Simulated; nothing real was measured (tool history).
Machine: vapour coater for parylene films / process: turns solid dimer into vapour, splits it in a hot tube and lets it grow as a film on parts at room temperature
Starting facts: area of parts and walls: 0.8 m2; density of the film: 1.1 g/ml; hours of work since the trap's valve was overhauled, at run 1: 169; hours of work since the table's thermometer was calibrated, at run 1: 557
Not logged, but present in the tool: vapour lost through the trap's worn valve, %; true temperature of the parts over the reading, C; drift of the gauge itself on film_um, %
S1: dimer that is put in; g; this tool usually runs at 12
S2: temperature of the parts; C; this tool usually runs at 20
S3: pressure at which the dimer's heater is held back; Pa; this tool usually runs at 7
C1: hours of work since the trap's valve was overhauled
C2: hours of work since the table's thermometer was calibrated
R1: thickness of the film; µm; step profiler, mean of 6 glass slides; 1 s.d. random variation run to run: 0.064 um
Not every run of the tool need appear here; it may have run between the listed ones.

run 1 hour=0 | S1=12 S2=20 S3=7 | C1=169 C2=557 | R1=7.68
run 2 hour=46 | S1=12 S2=20 S3=7 | C1=192 C2=579 | R1=7.62
run 3 hour=89.5 | S1=12 S2=20 S3=7 | C1=212 C2=600 | R1=7.66
run 4 hour=143.2 | S1=12 S2=20 S3=7 | C1=238 C2=626 | R1=7.68
run 5 hour=190.8 | S1=12 S2=20 S3=7 | C1=261 C2=649 | R1=7.68
run 6 hour=246 | S1=12 S2=20 S3=7 | C1=288 C2=675 | R1=7.77
run 7 hour=284.1 | S1=12 S2=20 S3=7 | C1=306 C2=694 | R1=7.68
run 8 hour=308.8 | S1=12 S2=20 S3=7 | C1=318 C2=706 | R1=7.63
run 9 hour=333.1 | S1=12 S2=20 S3=7 | C1=330 C2=717 | R1=7.64
run 10 hour=376.4 | S1=12 S2=20 S3=3.95 | C1=350 C2=738 | R1=8.05
run 11 hour=432.3 | S1=12 S2=20 S3=3.95 | C1=377 C2=765 | R1=7.88
run 12 hour=460.1 | S1=12 S2=20 S3=3.95 | C1=391 C2=778 | R1=7.99
run 13 hour=489.3 | S1=12 S2=20 S3=3.95 | C1=405 C2=792 | R1=7.94
run 14 hour=532.4 | S1=12 S2=20 S3=7 | C1=425 C2=813 | R1=7.61
run 15 hour=585.5 | S1=12 S2=20 S3=7 | C1=451 C2=839 | R1=7.6
-- hour=610.9 trap's valve overhauled
run 16 hour=626.3 | S1=12 S2=20 S3=7 | C1=7 C2=856 | R1=7.59
run 17 hour=653.3 | S1=12 S2=20 S3=6.03 | C1=20 C2=869 | R1=7.7
run 18 hour=709.3 | S1=12 S2=20 S3=9.53 | C1=47 C2=896 | R1=7.48
run 19 hour=755.7 | S1=12 S2=20 S3=9.53 | C1=70 C2=918 | R1=7.47
run 20 hour=813.4 | S1=12 S2=26 S3=11.73 | C1=97 C2=946 | R1=6.37
run 21 hour=866.7 | S1=12 S2=26 S3=11.73 | C1=123 C2=972 | R1=6.38
run 22 hour=916.1 | S1=9 S2=13 S3=9.79 | C1=147 C2=996 | R1=6.61
run 23 hour=971.5 | S1=5 S2=20 S3=4.51 | C1=173 C2=1022 | R1=3.28
run 24 hour=1010.7 | S1=5 S2=14 S3=3.61 | C1=192 C2=1041 | R1=3.89
-- hour=1032.6 table's thermometer calibrated
run 25 hour=1067 | S1=8 S2=31 S3=3.61 | C1=219 C2=17 | R1=3.97
run 26 hour=1124.1 | S1=6 S2=19 S3=6.31 | C1=246 C2=44 | R1=3.96
run 27 hour=1158.2 | S1=14 S2=28 S3=4.52 | C1=263 C2=60 | R1=7.59
run 28 hour=1187.9 | S1=12 S2=17 S3=3.81 | C1=277 C2=75 | R1=8.6
run 29 hour=1219.2 | S1=6 S2=13 S3=5.68 | C1=292 C2=90 | R1=4.63
run 30 hour=1268 | S1=6 S2=13 S3=5.68 | C1=315 C2=113 | R1=4.62
run 31 hour=1296.7 | S1=13 S2=15 S3=2.94 | C1=329 C2=127 | R1=9.84

Branching from run 31: 4 alternative next runs. What would each branch give?
run A hour=1353.5 | S1=18 S2=18 S3=4.44 | C1=356 C2=154 | R1=?
run B hour=1353.5 | S1=14 S2=20 S3=2.14 | C1=356 C2=154 | R1=?
run C hour=1353.5 | S1=10 S2=13 S3=2.14 | C1=356 C2=154 | R1=?
run D hour=1353.5 | S1=5 S2=15 S3=8.47 | C1=356 C2=154 | R1=?

run=A R1=12.52
run=B R1=9.64
run=C R1=8.35
run=D R1=3.58
Had the tool no hidden state, the same runs would have come out as:
run=A R1=12.55
run=B R1=9.66
run=C R1=8.38
run=D R1=3.59
